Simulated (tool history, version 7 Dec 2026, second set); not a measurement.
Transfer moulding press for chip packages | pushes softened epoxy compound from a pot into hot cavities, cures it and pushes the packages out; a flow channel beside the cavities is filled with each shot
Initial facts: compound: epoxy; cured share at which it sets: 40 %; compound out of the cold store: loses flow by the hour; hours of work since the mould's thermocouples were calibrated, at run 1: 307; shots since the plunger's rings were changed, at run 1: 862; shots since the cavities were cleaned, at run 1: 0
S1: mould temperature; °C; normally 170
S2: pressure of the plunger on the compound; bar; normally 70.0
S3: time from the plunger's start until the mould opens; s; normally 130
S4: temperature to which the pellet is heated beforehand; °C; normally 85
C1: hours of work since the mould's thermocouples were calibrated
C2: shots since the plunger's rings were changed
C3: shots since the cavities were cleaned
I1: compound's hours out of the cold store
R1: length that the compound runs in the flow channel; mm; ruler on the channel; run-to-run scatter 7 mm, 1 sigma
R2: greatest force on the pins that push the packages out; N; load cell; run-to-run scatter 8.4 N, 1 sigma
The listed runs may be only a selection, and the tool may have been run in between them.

{"run": 1, "day": 0.0, "S1": 170, "S2": 70.0, "S3": 130, "S4": 85, "C1": 307, "C2": 862, "C3": 0, "I1": 26.9, "R1": 913, "R2": 366}
{"run": 2, "day": 0.912, "S1": 170, "S2": 70.0, "S3": 130, "S4": 85, "C1": 321, "C2": 1061, "C3": 199, "I1": 39.1, "R1": 883, "R2": 362}
{"day": 2.208, "done": "cavities cleaned with cleaning compound and waxed"}
{"run": 3, "day": 2.633, "S1": 170, "S2": 70.0, "S3": 130, "S4": 85, "C1": 345, "C2": 1423, "C3": 93, "I1": 29.0, "R1": 911, "R2": 365}
{"day": 4.358, "done": "cavities cleaned with cleaning compound and waxed"}
{"run": 4, "day": 4.475, "S1": 170, "S2": 70.0, "S3": 130, "S4": 85, "C1": 371, "C2": 1811, "C3": 26, "I1": 47.3, "R1": 857, "R2": 356}
{"run": 5, "day": 5.788, "S1": 170, "S2": 70.0, "S3": 130, "S4": 85, "C1": 390, "C2": 2096, "C3": 311, "I1": 24.2, "R1": 936, "R2": 386}
{"day": 6.546, "done": "cavities cleaned with cleaning compound and waxed"}
{"run": 6, "day": 7.462, "S1": 170, "S2": 70.0, "S3": 130, "S4": 85, "C1": 413, "C2": 2448, "C3": 200, "I1": 40.2, "R1": 873, "R2": 380}
{"day": 8.779, "done": "cavities cleaned with cleaning compound and waxed"}
{"run": 7, "day": 9.742, "S1": 170, "S2": 70.0, "S3": 130, "S4": 85, "C1": 445, "C2": 2932, "C3": 210, "I1": 45.6, "R1": 845, "R2": 375}
{"day": 10.883, "done": "cavities cleaned with cleaning compound and waxed"}
{"run": 8, "day": 11.629, "S1": 170, "S2": 70.0, "S3": 130, "S4": 85, "C1": 472, "C2": 3330, "C3": 163, "I1": 46.0, "R1": 849, "R2": 377}
{"day": 13.062, "done": "mould's thermocouples calibrated"}
{"day": 13.125, "done": "cavities cleaned with cleaning compound and waxed"}
{"run": 9, "day": 13.208, "S1": 170, "S2": 70.0, "S3": 130, "S4": 85, "C1": 1, "C2": 3642, "C3": 18, "I1": 16.9, "R1": 945, "R2": 384}
{"run": 10, "day": 15.129, "S1": 170, "S2": 70.0, "S3": 130, "S4": 85, "C1": 29, "C2": 4061, "C3": 437, "I1": 38.0, "R1": 877, "R2": 367}
{"day": 15.288, "done": "cavities cleaned with cleaning compound and waxed"}
{"day": 17.375, "done": "cavities cleaned with cleaning compound and waxed"}
{"run": 11, "day": 17.375, "S1": 170, "S2": 70.0, "S3": 130, "S4": 85, "C1": 60, "C2": 4523, "C3": 0, "I1": 35.9, "R1": 880, "R2": 372}
{"run": 12, "day": 18.6, "S1": 170, "S2": 70.0, "S3": 113, "S4": 85, "C1": 78, "C2": 4791, "C3": 268, "I1": 19.5, "R1": 944, "R2": 482}
{"day": 19.496, "done": "cavities cleaned with cleaning compound and waxed"}
{"run": 13, "day": 19.858, "S1": 170, "S2": 70.0, "S3": 113, "S4": 85, "C1": 95, "C2": 5052, "C3": 79, "I1": 26.1, "R1": 925, "R2": 477}
{"day": 20.496, "done": "plunger's sealing rings changed"}
{"day": 21.704, "done": "cavities cleaned with cleaning compound and waxed"}
{"run": 14, "day": 22.188, "S1": 170, "S2": 70.0, "S3": 120, "S4": 85, "C1": 127, "C2": 355, "C3": 105, "I1": 43.4, "R1": 862, "R2": 419}
{"day": 23.812, "done": "cavities cleaned with cleaning compound and waxed"}
{"run": 15, "day": 24.117, "S1": 176, "S2": 70.0, "S3": 163, "S4": 85, "C1": 154, "C2": 762, "C3": 66, "I1": 29.2, "R1": 896, "R2": 296}
{"run": 16, "day": 25.475, "S1": 176, "S2": 70.0, "S3": 163, "S4": 85, "C1": 174, "C2": 1058, "C3": 362, "I1": 40.8, "R1": 857, "R2": 312}
{"day": 26.058, "done": "cavities cleaned with cleaning compound and waxed"}
{"run": 17, "day": 27.779, "S1": 176, "S2": 70.0, "S3": 163, "S4": 85, "C1": 206, "C2": 1548, "C3": 376, "I1": 34.2, "R1": 871, "R2": 286}
{"day": 28.221, "done": "cavities cleaned with cleaning compound and waxed"}
{"run": 18, "day": 30.104, "S1": 176, "S2": 73.7, "S3": 156, "S4": 88, "C1": 239, "C2": 2041, "C3": 411, "I1": 26.0, "R1": 911, "R2": 314}
{"day": 30.412, "done": "cavities cleaned with cleaning compound and waxed"}
{"run": 19, "day": 31.129, "S1": 167, "S2": 56.8, "S3": 111, "S4": 88, "C1": 253, "C2": 2251, "C3": 156, "I1": 21.2, "R1": 857, "R2": 609}
{"day": 32.521, "done": "cavities cleaned with cleaning compound and waxed"}
{"run": 20, "day": 32.704, "S1": 167, "S2": 56.8, "S3": 129, "S4": 80, "C1": 275, "C2": 2580, "C3": 40, "I1": 19.8, "R1": 845, "R2": 467}
{"day": 34.633, "done": "cavities cleaned with cleaning compound and waxed"}
{"run": 21, "day": 34.746, "S1": 167, "S2": 56.8, "S3": 129, "S4": 80, "C1": 304, "C2": 3012, "C3": 25, "I1": 45.5, "R1": 772, "R2": 415}
{"run": 22, "day": 35.696, "S1": 170, "S2": 53.9, "S3": 130, "S4": 92, "C1": 318, "C2": 3219, "C3": 232, "I1": 39.3, "R1": 773, "R2": 357}
{"day": 36.858, "done": "cavities cleaned with cleaning compound and waxed"}
{"run": 23, "day": 38.004, "S1": 177, "S2": 72.3, "S3": 152, "S4": 80, "C1": 351, "C2": 3709, "C3": 250, "I1": 19.8, "R1": 930, "R2": 293}
{"day": 38.962, "done": "cavities cleaned with cleaning compound and waxed"}
{"run": 24, "day": 39.454, "S1": 170, "S2": 70.0, "S3": 159, "S4": 85, "C1": 371, "C2": 4011, "C3": 107, "I1": 16.2, "R1": 946, "R2": 322}
{"day": 41.067, "done": "cavities cleaned with cleaning compound and waxed"}
{"run": 25, "day": 41.258, "S1": 170, "S2": 70.0, "S3": 159, "S4": 85, "C1": 396, "C2": 4392, "C3": 43, "I1": 37.5, "R1": 876, "R2": 299}
{"run": 26, "day": 42.329, "S1": 163, "S2": 75.3, "S3": 165, "S4": 81, "C1": 412, "C2": 4625, "C3": 276, "I1": 25.8, "R1": 990, "R2": 384}
{"day": 43.158, "done": "cavities cleaned with cleaning compound and waxed"}
{"run": 27, "day": 44.033, "S1": 174, "S2": 75.3, "S3": 126, "S4": 81, "C1": 436, "C2": 4982, "C3": 190, "I1": 47.3, "R1": 860, "R2": 320}

Below are 3 alternative next runs, each starting from the tool's condition after run 27. Predict each:
{"day": 44.975, "done": "plunger's sealing rings changed"}
{"day": 45.479, "done": "cavities cleaned with cleaning compound and waxed"}
{"run": "A", "day": 45.612, "S1": 168, "S2": 70.0, "S3": 130, "S4": 85, "C1": 456, "C2": 126, "C3": 30, "I1": 36.6, "R1": "?", "R2": "?"}
{"day": 44.975, "done": "plunger's sealing rings changed"}
{"day": 45.479, "done": "cavities cleaned with cleaning compound and waxed"}
{"run": "B", "day": 45.612, "S1": 171, "S2": 75.3, "S3": 138, "S4": 75, "C1": 456, "C2": 126, "C3": 30, "I1": 27.0, "R1": "?", "R2": "?"}
{"day": 44.975, "done": "plunger's sealing rings changed"}
{"day": 45.479, "done": "cavities cleaned with cleaning compound and waxed"}
{"run": "C", "day": 45.612, "S1": 176, "S2": 54.1, "S3": 144, "S4": 81, "C1": 456, "C2": 126, "C3": 30, "I1": 17.3, "R1": "?", "R2": "?"}

run=A R1=892 R2=410
run=B R1=955 R2=328
run=C R1=813 R2=302
Without the tool's unlogged condition, the same runs would have read:
run=A R1=892 R2=408
run=B R1=955 R2=327
run=C R1=813 R2=301
